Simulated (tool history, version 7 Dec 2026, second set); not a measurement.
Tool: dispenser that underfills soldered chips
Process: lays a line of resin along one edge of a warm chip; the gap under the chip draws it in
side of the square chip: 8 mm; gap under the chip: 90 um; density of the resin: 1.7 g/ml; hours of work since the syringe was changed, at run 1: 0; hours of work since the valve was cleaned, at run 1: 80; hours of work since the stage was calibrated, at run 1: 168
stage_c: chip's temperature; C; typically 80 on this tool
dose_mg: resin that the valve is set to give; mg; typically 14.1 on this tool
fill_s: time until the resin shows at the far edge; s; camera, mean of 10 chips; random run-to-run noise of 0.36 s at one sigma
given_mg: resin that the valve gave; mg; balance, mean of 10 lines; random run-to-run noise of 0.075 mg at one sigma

| run | hour | stage_c | dose_mg | hours of work since the syringe was changed | hours of work since the valve was cleaned | hours of work since the stage was calibrated | fill_s | given_mg |
|---|---|---|---|---|---|---|---|---|
| 1 | 0 | 80 | 14.1 | 0 | 80 | 168 | 21.2 | 12.89 |
| 2 | 3.3 | 80 | 14.1 | 2 | 82 | 170 | 23.6 | 12.97 |
| 3 | 8.9 | 80 | 14.1 | 6 | 86 | 174 | 27.6 | 12.72 |
| 4 | 13.3 | 80 | 12.8 | 9 | 89 | 177 | 32.5 | 11.74 |
|  | 16.9 | new syringe of resin |
| 5 | 18.4 | 80 | 12.8 | 1 | 92 | 180 | 22.3 | 11.55 |
| 6 | 21.4 | 80 | 12.8 | 3 | 94 | 182 | 25.5 | 11.62 |
| 7 | 24.6 | 83 | 12.8 | 5 | 96 | 184 | 24 | 11.57 |
| 8 | 30.4 | 83 | 12.8 | 9 | 100 | 188 | 29 | 11.49 |
|  | 33.5 | new syringe of resin |
| 9 | 33.5 | 83 | 12.8 | 0 | 102 | 190 | 19.6 | 11.53 |
| 10 | 39.6 | 75 | 14.1 | 4 | 106 | 194 | 31 | 12.66 |
| 11 | 42.6 | 75 | 14.1 | 6 | 108 | 196 | 34 | 12.63 |
| 12 | 47.6 | 75 | 14.1 | 9 | 111 | 199 | 38.2 | 12.6 |
|  | 50 | new syringe of resin |
| 13 | 52.5 | 75 | 14.1 | 2 | 114 | 202 | 27.3 | 12.42 |
| 14 | 55.3 | 75 | 14.1 | 3 | 116 | 204 | 29.9 | 12.55 |
| 15 | 59.7 | 80 | 13.2 | 6 | 119 | 207 | 29.3 | 11.76 |
| 16 | 63.2 | 70 | 13.2 | 9 | 121 | 209 | 46.4 | 11.71 |
|  | 66.7 | new syringe of resin |
| 17 | 68.2 | 70 | 13.2 | 1 | 124 | 213 | 33.1 | 11.57 |
| 18 | 73.7 | 85 | 17.7 | 5 | 128 | 216 | 21.4 | 15.39 |
|  | 78.5 | dispensing valve cleaned and set on the balance |
| 19 | 80.5 | 80 | 14.7 | 8 | 1 | 220 | 30 | 14.64 |
|  | 84.5 | new syringe of resin |
| 20 | 87.2 | 86 | 13.9 | 2 | 6 | 224 | 19.1 | 13.89 |
| 21 | 90 | 86 | 13.9 | 4 | 7 | 226 | 20.1 | 13.77 |
| 22 | 94.8 | 82 | 17.9 | 7 | 11 | 229 | 25.7 | 17.57 |
| 23 | 98.9 | 94 | 13 | 9 | 13 | 232 | 20.2 | 12.7 |
|  | 101 | new syringe of resin |
| 24 | 105.2 | 93 | 15.2 | 3 | 17 | 236 | 14.4 | 14.88 |
| 25 | 108.2 | 93 | 17.8 | 5 | 19 | 238 | 15.5 | 17.46 |
| 26 | 113.6 | 86 | 16.2 | 8 | 23 | 242 | 23.3 | 15.77 |
|  | 117.7 | new syringe of resin |
| 27 | 119.4 | 69 | 17.4 | 1 | 26 | 245 | 32.3 | 17.02 |
| 28 | 124.7 | 92 | 17.4 | 5 | 30 | 249 | 15.8 | 16.91 |
| 29 | 128.7 | 92 | 17.4 | 7 | 33 | 251 | 18.5 | 16.82 |
|  | 134.4 | new syringe of resin |
| 30 | 135.5 | 92 | 17.4 | 1 | 37 | 256 | 13.1 | 16.57 |
| 31 | 142 | 74 | 12.8 | 5 | 41 | 260 | 33.5 | 12.22 |
| 32 | 146.1 | 74 | 12.8 | 8 | 44 | 263 | 37.4 | 12.26 |
|  | 151.3 | new syringe of resin |
| 33 | 152.1 | 74 | 12.8 | 1 | 48 | 266 | 29 | 12.39 |
| 34 | 159 | 74 | 12.8 | 5 | 52 | 271 | 34.9 | 12.09 |

Results per run with the tool's hidden condition removed, run-to-run variation unchanged:
Unlogged tool condition in this case: resin's viscosity, % of fresh resin's; dose that the valve gives, % of what is set; true chip temperature over the reading, C; drift of the gauge itself on fill_s, %; drift of the gauge itself on given_mg, %.
| run | fill_s | given_mg |
|---|---|---|
| 1 | 20.3 | 14.01 |
| 2 | 20.6 | 14.14 |
| 3 | 20.6 | 13.93 |
| 4 | 21.3 | 12.88 |
| 5 | 19.9 | 12.73 |
| 6 | 21.1 | 12.82 |
| 7 | 18 | 12.8 |
| 8 | 18.4 | 12.77 |
| 9 | 18.2 | 12.82 |
| 10 | 24.6 | 14.14 |
| 11 | 24.9 | 14.13 |
| 12 | 24 | 14.15 |
| 13 | 23.7 | 14.01 |
| 14 | 23.9 | 14.18 |
| 15 | 20.5 | 13.31 |
| 16 | 29.3 | 13.3 |
| 17 | 29.3 | 13.19 |
| 18 | 16.7 | 17.62 |
| 19 | 20.2 | 14.67 |
| 20 | 16.9 | 13.98 |
| 21 | 16.4 | 13.88 |
| 22 | 18.3 | 17.76 |
| 23 | 12.8 | 12.87 |
| 24 | 12.6 | 15.15 |
| 25 | 12.4 | 17.81 |
| 26 | 15.9 | 16.14 |
| 27 | 29.7 | 17.49 |
| 28 | 12.5 | 17.44 |
| 29 | 13.2 | 17.4 |
| 30 | 12.6 | 17.21 |
| 31 | 26.5 | 12.74 |
| 32 | 26.3 | 12.81 |
| 33 | 26.4 | 13 |
| 34 | 26.1 | 12.76 |
